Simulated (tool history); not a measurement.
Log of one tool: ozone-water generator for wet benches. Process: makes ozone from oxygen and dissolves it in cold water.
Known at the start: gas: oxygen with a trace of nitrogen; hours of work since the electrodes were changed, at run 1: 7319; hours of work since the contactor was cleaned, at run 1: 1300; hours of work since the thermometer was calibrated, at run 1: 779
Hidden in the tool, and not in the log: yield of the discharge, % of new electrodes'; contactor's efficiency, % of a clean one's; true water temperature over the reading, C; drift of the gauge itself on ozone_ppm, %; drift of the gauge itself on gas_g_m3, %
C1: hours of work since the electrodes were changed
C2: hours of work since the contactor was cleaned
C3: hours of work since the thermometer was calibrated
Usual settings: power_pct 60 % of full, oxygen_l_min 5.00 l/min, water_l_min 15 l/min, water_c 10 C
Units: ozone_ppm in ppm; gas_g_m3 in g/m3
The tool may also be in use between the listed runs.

Run 1, day 0.000: usual settings; C1 7319; C2 1300; C3 779. Result: ozone_ppm 16.3 ppm, gas_g_m3 116.5 g/m3.
Run 2, day 5.508: usual settings; C1 7444; C2 1425; C3 905. Result: ozone_ppm 16.5 ppm, gas_g_m3 116.3 g/m3.
Run 3, day 12.888: usual settings; C1 7612; C2 1593; C3 1073. Result: ozone_ppm 16.3 ppm, gas_g_m3 114.5 g/m3.
Run 4, day 17.033: usual settings; C1 7707; C2 1688; C3 1167. Result: ozone_ppm 16.1 ppm, gas_g_m3 115.0 g/m3.
Run 5, day 24.783: usual settings but water_l_min 10 l/min; C1 7884; C2 1864; C3 1344. Result: ozone_ppm 21.2 ppm, gas_g_m3 114.9 g/m3.
Run 6, day 30.054: usual settings but water_l_min 10 l/min; C1 8004; C2 1984; C3 1464. Result: ozone_ppm 21.1 ppm, gas_g_m3 114.4 g/m3.
Run 7, day 33.846: usual settings but water_l_min 10 l/min; C1 8090; C2 2071; C3 1550. Result: ozone_ppm 21.4 ppm, gas_g_m3 114.0 g/m3.
Run 8, day 41.479: usual settings but water_l_min 10 l/min; C1 8264; C2 2245; C3 1724. Result: ozone_ppm 21.2 ppm, gas_g_m3 113.0 g/m3.
Run 9, day 46.346: usual settings but water_l_min 10 l/min; C1 8375; C2 2356; C3 1835. Result: ozone_ppm 21.0 ppm, gas_g_m3 110.9 g/m3.
Run 10, day 52.633: usual settings but water_l_min 10 l/min; C1 8518; C2 2499; C3 1979. Result: ozone_ppm 21.0 ppm, gas_g_m3 111.7 g/m3.
Run 11, day 57.796: usual settings but water_l_min 24 l/min; C1 8636; C2 2617; C3 2096. Result: ozone_ppm 10.5 ppm, gas_g_m3 113.3 g/m3.
Run 12, day 63.442: usual settings but water_l_min 24 l/min; C1 8764; C2 2745; C3 2225. Result: ozone_ppm 10.6 ppm, gas_g_m3 112.0 g/m3.
Run 13, day 67.262: usual settings but oxygen_l_min 4.31 l/min; C1 8852; C2 2832; C3 2312. Result: ozone_ppm 15.1 ppm, gas_g_m3 116.2 g/m3.
Run 14, day 74.833: usual settings but oxygen_l_min 4.31 l/min; C1 9024; C2 3005; C3 2484. Result: ozone_ppm 15.0 ppm, gas_g_m3 116.0 g/m3.
Run 15, day 78.762: usual settings but power_pct 45 % of full; C1 9114; C2 3094; C3 2574. Result: ozone_ppm 12.3 ppm, gas_g_m3 90.9 g/m3.
Run 16, day 84.171: usual settings but power_pct 48 % of full; C1 9237; C2 3218; C3 2697. Result: ozone_ppm 13.2 ppm, gas_g_m3 94.9 g/m3.
Run 17, day 90.912: usual settings; C1 9390; C2 3371; C3 2851. Result: ozone_ppm 15.5 ppm, gas_g_m3 109.3 g/m3.
Run 18, day 98.812: usual settings but oxygen_l_min 3.61 l/min, water_c 15 C; C1 9570; C2 3551; C3 3031. Result: ozone_ppm 13.3 ppm, gas_g_m3 120.9 g/m3.
Run 19, day 105.000: usual settings but oxygen_l_min 3.61 l/min, water_l_min 17 l/min, water_c 7 C; C1 9711; C2 3692; C3 3172. Result: ozone_ppm 12.8 ppm, gas_g_m3 120.1 g/m3.
Run 20, day 112.025: usual settings but power_pct 63 % of full, oxygen_l_min 7.00 l/min, water_l_min 23 l/min, water_c 9 C; C1 9872; C2 3852; C3 3332. Result: ozone_ppm 12.0 ppm, gas_g_m3 100.0 g/m3.
Run 21, day 119.504: usual settings but power_pct 63 % of full, oxygen_l_min 7.00 l/min, water_l_min 23 l/min, water_c 9 C; C1 10042; C2 4023; C3 3502. Result: ozone_ppm 12.1 ppm, gas_g_m3 100.1 g/m3.
At day 123.133: water thermometer calibrated.
Run 22, day 125.438: usual settings but power_pct 88 % of full, oxygen_l_min 7.00 l/min, water_l_min 16 l/min, water_c 13 C; C1 10177; C2 4157; C3 52. Result: ozone_ppm 18.8 ppm, gas_g_m3 122.4 g/m3.
Run 23, day 129.192: usual settings but power_pct 88 % of full, oxygen_l_min 7.00 l/min, water_l_min 16 l/min, water_c 13 C; C1 10262; C2 4243; C3 138. Result: ozone_ppm 18.5 ppm, gas_g_m3 124.1 g/m3.
Run 24, day 133.238: usual settings but power_pct 54 % of full, oxygen_l_min 7.00 l/min, water_l_min 12 l/min, water_c 13 C; C1 10354; C2 4335; C3 230. Result: ozone_ppm 16.1 ppm, gas_g_m3 89.8 g/m3.
Run 25, day 137.667: usual settings but power_pct 54 % of full, oxygen_l_min 7.00 l/min, water_l_min 12 l/min, water_c 13 C; C1 10455; C2 4436; C3 331. Result: ozone_ppm 16.3 ppm, gas_g_m3 89.0 g/m3.
Run 26, day 142.108: usual settings but power_pct 54 % of full, oxygen_l_min 7.00 l/min, water_l_min 12 l/min, water_c 13 C; C1 10557; C2 4537; C3 432. Result: ozone_ppm 15.8 ppm, gas_g_m3 89.1 g/m3.
Run 27, day 148.567: usual settings but power_pct 84 % of full, water_l_min 12 l/min; C1 10704; C2 4684; C3 580. Result: ozone_ppm 21.3 ppm, gas_g_m3 130.8 g/m3.
Run 28, day 152.125: usual settings but power_pct 42 % of full, oxygen_l_min 6.78 l/min, water_l_min 9 l/min; C1 10785; C2 4766; C3 661. Result: ozone_ppm 16.9 ppm, gas_g_m3 75.8 g/m3.
Run 29, day 157.283: usual settings but power_pct 89 % of full, oxygen_l_min 4.46 l/min, water_l_min 23 l/min; C1 10902; C2 4883; C3 778. Result: ozone_ppm 12.7 ppm, gas_g_m3 140.5 g/m3.
Run 30, day 162.662: usual settings but power_pct 89 % of full, oxygen_l_min 3.55 l/min, water_l_min 23 l/min, water_c 16 C; C1 11025; C2 5006; C3 901. Result: ozone_ppm 10.8 ppm, gas_g_m3 150.6 g/m3.
Run 31, day 165.896: usual settings but power_pct 89 % of full, oxygen_l_min 6.26 l/min, water_l_min 23 l/min, water_c 16 C; C1 11099; C2 5079; C3 974. Result: ozone_ppm 12.7 ppm, gas_g_m3 125.3 g/m3.
Run 32, day 169.917: usual settings but power_pct 89 % of full, oxygen_l_min 6.26 l/min, water_l_min 23 l/min, water_c 13 C; C1 11190; C2 5171; C3 1066. Result: ozone_ppm 13.2 ppm, gas_g_m3 125.4 g/m3.
Run 33, day 177.642: usual settings but power_pct 89 % of full, oxygen_l_min 6.26 l/min, water_l_min 23 l/min, water_c 13 C; C1 11366; C2 5347; C3 1242. Result: ozone_ppm 13.1 ppm, gas_g_m3 123.0 g/m3.

Forecast each of these 3 alternatives for the next run:
Run A, day 183.204: usual settings but power_pct 70 % of full, oxygen_l_min 6.26 l/min, water_l_min 9 l/min, water_c 13 C; C1 11493; C2 5474; C3 1369. Result: ozone_ppm ?, gas_g_m3 ?.
Run B, day 183.204: usual settings but power_pct 45 % of full, oxygen_l_min 6.00 l/min; C1 11493; C2 5474; C3 1369. Result: ozone_ppm ?, gas_g_m3 ?.
Run C, day 183.204: usual settings but power_pct 98 % of full, oxygen_l_min 6.12 l/min; C1 11493; C2 5474; C3 1369. Result: ozone_ppm ?, gas_g_m3 ?.

run  ozone_ppm  gas_g_m3
  A       21.0     106.4
  B       12.1      81.8
  C       20.0     131.0
Without the tool's hidden state the same runs would have given:
run  ozone_ppm  gas_g_m3
  A       29.9     145.7
  B       15.8     101.0
  C       31.1     194.4

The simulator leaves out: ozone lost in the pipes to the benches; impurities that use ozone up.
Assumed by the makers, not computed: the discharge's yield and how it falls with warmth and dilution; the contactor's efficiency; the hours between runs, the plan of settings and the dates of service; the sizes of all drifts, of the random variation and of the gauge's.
